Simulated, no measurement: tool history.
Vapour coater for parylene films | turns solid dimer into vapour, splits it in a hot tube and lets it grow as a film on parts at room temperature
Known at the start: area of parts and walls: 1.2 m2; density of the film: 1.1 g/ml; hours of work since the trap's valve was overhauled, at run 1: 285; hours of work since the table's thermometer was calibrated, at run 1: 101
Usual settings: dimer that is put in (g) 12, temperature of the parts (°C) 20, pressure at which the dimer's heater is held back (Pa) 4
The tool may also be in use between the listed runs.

run,day,dimer that is put in (g),temperature of the parts (°C),pressure at which the dimer's heater is held back (Pa),hours of work since the trap's valve was overhauled,hours of work since the table's thermometer was calibrated,thickness of the film (um)
1,0,12,20,4,285,101,6.04
2,0.671,12,20,4,294,110,6.13
3,1.662,12,20,10.45,308,124,5.89
4,2.817,12,20,10.45,323,139,5.79
5,3.596,12,20,10.45,334,150,5.88
6,4.804,12,20,10.45,350,166,5.81
7,5.871,12,20,10.45,364,180,5.75
8,6.946,12,20,10.45,379,195,5.77
9,7.762,12,20,10.45,390,206,5.71
10,8.758,12,20,10.45,403,219,5.69
11,9.821,12,20,10.45,418,233,5.76
# day 11.125: trap's valve overhauled
12,11.238,12,20,10.45,2,250,6.27
13,12.483,12,20,10.45,18,267,6.35
14,13.683,12,20,10.45,34,283,6.26
15,14.283,12,20,10.45,43,291,6.32
16,15.308,12,20,10.45,56,305,6.21
17,15.933,12,20,10.45,65,314,6.21

The next listed run, before its measurement:
18,17.138,12,31,4,81,330,?

Run 18 gave thickness of the film (um) 4.18.
Without the tool's hidden state the same run would have given thickness of the film (um) 4.25.

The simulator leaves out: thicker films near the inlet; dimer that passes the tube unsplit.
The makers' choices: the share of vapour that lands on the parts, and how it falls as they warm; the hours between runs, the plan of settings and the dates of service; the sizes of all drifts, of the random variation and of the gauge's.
